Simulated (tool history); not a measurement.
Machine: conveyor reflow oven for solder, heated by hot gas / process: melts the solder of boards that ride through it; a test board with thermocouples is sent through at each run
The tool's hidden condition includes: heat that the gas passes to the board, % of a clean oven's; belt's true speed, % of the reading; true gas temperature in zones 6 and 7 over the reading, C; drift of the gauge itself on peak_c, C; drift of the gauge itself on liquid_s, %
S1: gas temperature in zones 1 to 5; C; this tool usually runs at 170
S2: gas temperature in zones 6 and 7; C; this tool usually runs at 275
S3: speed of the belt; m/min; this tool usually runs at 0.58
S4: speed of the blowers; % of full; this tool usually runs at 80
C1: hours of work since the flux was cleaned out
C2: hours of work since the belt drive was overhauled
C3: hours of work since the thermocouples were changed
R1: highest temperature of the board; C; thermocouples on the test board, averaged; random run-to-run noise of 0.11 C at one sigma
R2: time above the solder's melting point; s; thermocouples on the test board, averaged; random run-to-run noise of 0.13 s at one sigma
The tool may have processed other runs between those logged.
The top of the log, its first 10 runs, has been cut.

run,hour,S1,S2,S3,S4,C1,C2,C3,R1,R2
11,179.4,170,286,0.58,80,61,625,393,271.3,63.9
12,191.4,170,286,0.58,80,68,631,399,271.3,63.9
13,214.9,170,275,0.635,80,80,644,412,258.6,52.4
14,231.3,170,275,0.58,80,89,653,420,261.2,59.5
15,252.8,170,275,0.58,80,100,664,432,261.1,59.1
16,279.5,170,283,0.545,89,114,678,446,271.3,68.1
17,301.9,158,276,0.534,59,126,690,458,259.1,59.1
18,327,157,276,0.534,59,140,703,471,258.6,58.7
19,354.4,171,276,0.596,59,154,718,486,257,54.7
20,383.6,171,276,0.596,59,170,733,501,256.8,54.7
21,396.5,179,270,0.592,77,176,740,508,256.7,58.3
# hour 406.6: belt drive overhauled, speed set with a stopwatch
# hour 419.3: flux residue cleaned out of gas plates and filters
22,434.3,170,275,0.661,71,8,12,523,255.6,47.2
23,446.7,177,285,0.58,80,15,19,530,271.5,65.3
24,469.9,177,285,0.58,82,27,31,542,271.6,65.4
25,482.5,179,289,0.485,80,34,38,549,280.1,82.3
26,499.7,179,289,0.485,80,43,47,558,280.1,82.4
27,519.4,170,277,0.684,80,53,57,568,257.4,46.9
28,531.7,170,277,0.684,80,60,64,575,257.2,46.9
29,553.5,170,277,0.684,80,71,75,586,257.2,47.1
30,570.5,170,277,0.684,80,80,84,596,257.2,46.8

4 ways to go on from here, each from the tool as it stands after run 30. What would each give?
A,594,168,275,0.58,61,93,97,608,?,?
B,594,170,275,0.5,80,93,97,608,?,?
C,594,169,275,0.539,58,93,97,608,?,?
D,594,170,272,0.651,80,93,97,608,?,?

run,R1,R2
A,257.2,55.1
B,265.1,71
C,259.2,61.3
D,254.6,48.2
The same runs, with their run-to-run variation unchanged, on a tool lacking any hidden condition would have given:
run,R1,R2
A,257.2,55.3
B,264.9,71.1
C,259.1,61.4
D,254.8,48.5

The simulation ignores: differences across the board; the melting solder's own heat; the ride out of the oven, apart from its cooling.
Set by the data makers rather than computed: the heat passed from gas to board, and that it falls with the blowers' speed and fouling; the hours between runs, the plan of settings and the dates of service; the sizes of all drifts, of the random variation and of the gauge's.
